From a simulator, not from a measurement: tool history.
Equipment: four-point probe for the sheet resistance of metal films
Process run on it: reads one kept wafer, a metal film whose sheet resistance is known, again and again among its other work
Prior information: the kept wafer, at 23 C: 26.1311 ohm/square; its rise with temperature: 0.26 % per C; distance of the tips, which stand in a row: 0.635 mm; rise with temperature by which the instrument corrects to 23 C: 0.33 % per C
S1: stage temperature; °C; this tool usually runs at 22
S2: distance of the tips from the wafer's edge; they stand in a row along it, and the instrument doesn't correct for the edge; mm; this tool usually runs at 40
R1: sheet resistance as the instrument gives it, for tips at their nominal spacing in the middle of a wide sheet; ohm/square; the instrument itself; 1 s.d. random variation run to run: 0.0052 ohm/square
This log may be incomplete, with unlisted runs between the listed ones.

run 1 hour=0 | S1=22 S2=40 | R1=25.803904
run 2 hour=28.1 | S1=22 S2=40 | R1=25.782908
run 3 hour=48 | S1=22 S2=40 | R1=25.791206
run 4 hour=75.8 | S1=22 S2=40 | R1=25.780523
run 5 hour=101.6 | S1=22 S2=4 | R1=26.125635
run 6 hour=126.2 | S1=33 S2=26 | R1=25.579557
run 7 hour=159.1 | S1=21 S2=40 | R1=25.796314
-- hour=163.6 stage's thermometer calibrated
run 8 hour=178 | S1=20 S2=49 | R1=25.829324
run 9 hour=211.4 | S1=20 S2=49 | R1=25.826128
run 10 hour=243.7 | S1=22 S2=27 | R1=25.791081

Predict each of these 3 candidate next runs independently; none follows another, all start after run 10:
run A hour=285.6 | S1=32 S2=4 | R1=?
run B hour=285.6 | S1=22 S2=45 | R1=?
run C hour=285.6 | S1=31 S2=9 | R1=?

run=A R1=25.940979
run=B R1=25.77638
run=C R1=25.682853
The same runs, with their run-to-run variation unchanged, on a tool lacking any hidden condition would have given:
run=A R1=26.318147
run=B R1=26.150313
run=C R1=26.056495

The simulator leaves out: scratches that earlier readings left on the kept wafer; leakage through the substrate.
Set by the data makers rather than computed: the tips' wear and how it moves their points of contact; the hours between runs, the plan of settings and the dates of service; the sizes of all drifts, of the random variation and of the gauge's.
